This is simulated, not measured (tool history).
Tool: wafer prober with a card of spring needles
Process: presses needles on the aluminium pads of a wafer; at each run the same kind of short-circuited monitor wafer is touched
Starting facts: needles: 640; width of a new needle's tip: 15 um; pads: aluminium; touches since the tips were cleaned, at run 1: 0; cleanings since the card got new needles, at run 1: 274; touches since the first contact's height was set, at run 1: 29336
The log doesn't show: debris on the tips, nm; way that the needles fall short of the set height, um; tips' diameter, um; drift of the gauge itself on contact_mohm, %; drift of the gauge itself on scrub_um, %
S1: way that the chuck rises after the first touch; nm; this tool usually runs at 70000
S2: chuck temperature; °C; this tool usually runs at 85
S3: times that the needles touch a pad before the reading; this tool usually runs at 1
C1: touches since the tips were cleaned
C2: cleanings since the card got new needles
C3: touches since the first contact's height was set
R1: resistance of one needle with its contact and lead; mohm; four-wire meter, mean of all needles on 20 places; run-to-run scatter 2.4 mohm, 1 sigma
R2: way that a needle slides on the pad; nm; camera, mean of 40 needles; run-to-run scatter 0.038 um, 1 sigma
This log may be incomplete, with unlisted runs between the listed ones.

run 1 hour=0 | S1=70000 S2=85 S3=1 | C1=0 C2=274 C3=29336 | R1=285 R2=18340
-- hour=9 tips cleaned on abrasive film
-- hour=18.1 tips cleaned on abrasive film
-- hour=27.1 tips cleaned on abrasive film
-- hour=34.3 tips cleaned on abrasive film
-- hour=43.4 tips cleaned on abrasive film
-- hour=50.6 tips cleaned on abrasive film
-- hour=59.6 tips cleaned on abrasive film
run 2 hour=62.5 | S1=69000 S2=85 S3=1 | C1=1885 C2=281 C3=70087 | R1=335 R2=17900
-- hour=67.9 tips cleaned on abrasive film
-- hour=77 tips cleaned on abrasive film
-- hour=86 tips cleaned on abrasive film
-- hour=98 card fitted with new needles
-- hour=107 tips cleaned on abrasive film
-- hour=116.1 tips cleaned on abrasive film
-- hour=125.1 tips cleaned on abrasive film
-- hour=134.1 tips cleaned on abrasive film
run 3 hour=135.6 | S1=69000 S2=85 S3=1 | C1=948 C2=4 C3=24504 | R1=297 R2=18100
-- hour=142.8 tips cleaned on abrasive film
-- hour=150 tips cleaned on abrasive film
-- hour=159.1 tips cleaned on abrasive film
-- hour=168.1 tips cleaned on abrasive film
-- hour=177.1 tips cleaned on abrasive film
-- hour=184.4 tips cleaned on abrasive film
run 4 hour=186.8 | S1=69000 S2=85 S3=1 | C1=1583 C2=10 C3=57887 | R1=306 R2=17930
-- hour=192.2 tips cleaned on abrasive film
-- hour=201.3 tips cleaned on abrasive film
-- hour=208.5 tips cleaned on abrasive film
-- hour=217.5 tips cleaned on abrasive film
-- hour=226.6 tips cleaned on abrasive film
-- hour=233.8 tips cleaned on abrasive film
-- hour=235.9 height of the first contact set anew
-- hour=242.9 tips cleaned on abrasive film
run 5 hour=242.9 | S1=69000 S2=85 S3=1 | C1=0 C2=17 C3=4533 | R1=285 R2=18170
-- hour=251.9 tips cleaned on abrasive film
-- hour=259.1 tips cleaned on abrasive film
-- hour=268.2 tips cleaned on abrasive film
-- hour=275.4 tips cleaned on abrasive film
-- hour=284.4 tips cleaned on abrasive film
-- hour=293.5 tips cleaned on abrasive film
-- hour=301.6 tips cleaned on abrasive film
run 6 hour=301.6 | S1=55000 S2=67 S3=2 | C1=0 C2=24 C3=42840 | R1=282 R2=14310
-- hour=310.7 tips cleaned on abrasive film
-- hour=317.9 tips cleaned on abrasive film
-- hour=326.9 tips cleaned on abrasive film
-- hour=336 tips cleaned on abrasive film
-- hour=344.5 tips cleaned on abrasive film
run 7 hour=344.5 | S1=84000 S2=120 S3=2 | C1=0 C2=29 C3=70775 | R1=290 R2=21960
-- hour=351.7 tips cleaned on abrasive film
-- hour=360.8 tips cleaned on abrasive film
-- hour=369.8 tips cleaned on abrasive film
-- hour=373.7 height of the first contact set anew
-- hour=379.1 tips cleaned on abrasive film
-- hour=388.2 tips cleaned on abrasive film
-- hour=395.4 tips cleaned on abrasive film
run 8 hour=395.6 | S1=59000 S2=27 S3=2 | C1=101 C2=35 C3=14235 | R1=276 R2=15430
-- hour=402.8 tips cleaned on abrasive film
-- hour=411.8 tips cleaned on abrasive film
-- hour=420.9 tips cleaned on abrasive film
-- hour=429.9 tips cleaned on abrasive film
-- hour=438.8 tips cleaned on abrasive film
run 9 hour=438.8 | S1=59000 S2=27 S3=2 | C1=0 C2=40 C3=42459 | R1=271 R2=15370
-- hour=447.9 tips cleaned on abrasive film
-- hour=456.9 tips cleaned on abrasive film
-- hour=464.1 tips cleaned on abrasive film
-- hour=473.2 tips cleaned on abrasive film
-- hour=482.2 tips cleaned on abrasive film
-- hour=491.2 tips cleaned on abrasive film
-- hour=500.3 tips cleaned on abrasive film
run 10 hour=502.5 | S1=70000 S2=36 S3=2 | C1=1500 C2=47 C3=84004 | R1=281 R2=18080

Per-run results on a tool with no hidden state, each run keeping its own random variation:
run=1 R1=278 R2=18490
run=2 R1=276 R2=18210
run=3 R1=279 R2=18180
run=4 R1=281 R2=18150
run=5 R1=281 R2=18190
run=6 R1=280 R2=14460
run=7 R1=288 R2=22210
run=8 R1=268 R2=15500
run=9 R1=267 R2=15540
run=10 R1=262 R2=18420
